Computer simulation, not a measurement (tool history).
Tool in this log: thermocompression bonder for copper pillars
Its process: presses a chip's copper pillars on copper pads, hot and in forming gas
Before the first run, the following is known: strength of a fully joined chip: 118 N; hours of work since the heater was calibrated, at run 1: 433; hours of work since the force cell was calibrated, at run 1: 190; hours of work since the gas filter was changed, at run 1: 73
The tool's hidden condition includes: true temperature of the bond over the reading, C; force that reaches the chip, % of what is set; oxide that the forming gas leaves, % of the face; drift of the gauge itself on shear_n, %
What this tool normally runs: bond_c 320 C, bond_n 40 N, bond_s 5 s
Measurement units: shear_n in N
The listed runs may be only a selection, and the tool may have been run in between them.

run	hour	bond_c	bond_n	bond_s	hours of work since the heater was calibrated	hours of work since the force cell was calibrated	hours of work since the gas filter was changed	shear_n
1	0.0	320	40	5	433	190	73	46.6
2	17.6	320	40	5	442	199	83	47.1
3	26.2	320	40	5	447	204	87	46.6
4	36.1	320	40	5	452	209	93	46.5
5	49.7	320	40	4	459	216	100	42.2
6	69.0	320	40	4	469	226	110	42.3
7	86.6	312	40	4	479	236	119	37.6
8	100.9	320	40	5	486	243	127	46.1
9	117.2	350	40	5	495	252	136	65.3
10	131.5	350	40	5	502	259	143	65.2
11	151.8	350	40	5	513	270	154	65.2
12	172.7	350	40	5	524	281	165	65.2
13	191.3	350	40	5	534	291	175	64.7
14	203.6	320	40	5	541	298	181	45.4
15	219.6	320	37	5	549	306	190	42.7
16	232.7	320	59	5	556	313	197	59.8
17	250.5	320	59	5	566	323	206	60.0
18	268.7	348	27	9	575	332	216	58.4
19	281.8	320	57	4	582	339	223	53.2
20	302.2	326	43	4	593	350	234	47.2
21	312.1	300	40	5	598	355	239	33.1
22	324.0	323	40	3	605	362	245	37.7
23	344.2	323	40	3	615	372	256	37.9
24	363.6	303	26	3	626	383	266	19.0
25	378.9	303	26	3	634	391	274	18.4
26	393.1	320	50	5	641	398	282	51.6
27	406.9	320	43	5	649	406	289	46.4
# hour 422.9: forming gas filter changed
28	422.9	320	28	9	657	414	0	45.3
29	443.1	320	24	8	668	425	11	37.8

Hidden condition of the tool, last listed run before each entry between runs versus first listed run after:
After run 27, before run 28: forming gas filter changed (hour 422.9)
  force that reaches the chip, % of what is set: 95.8 -> 95.7; oxide that the forming gas leaves, % of the face: 8.2 -> 0.61
  measured less the result without the state, shear_n: -3.6 -> +0.2 N
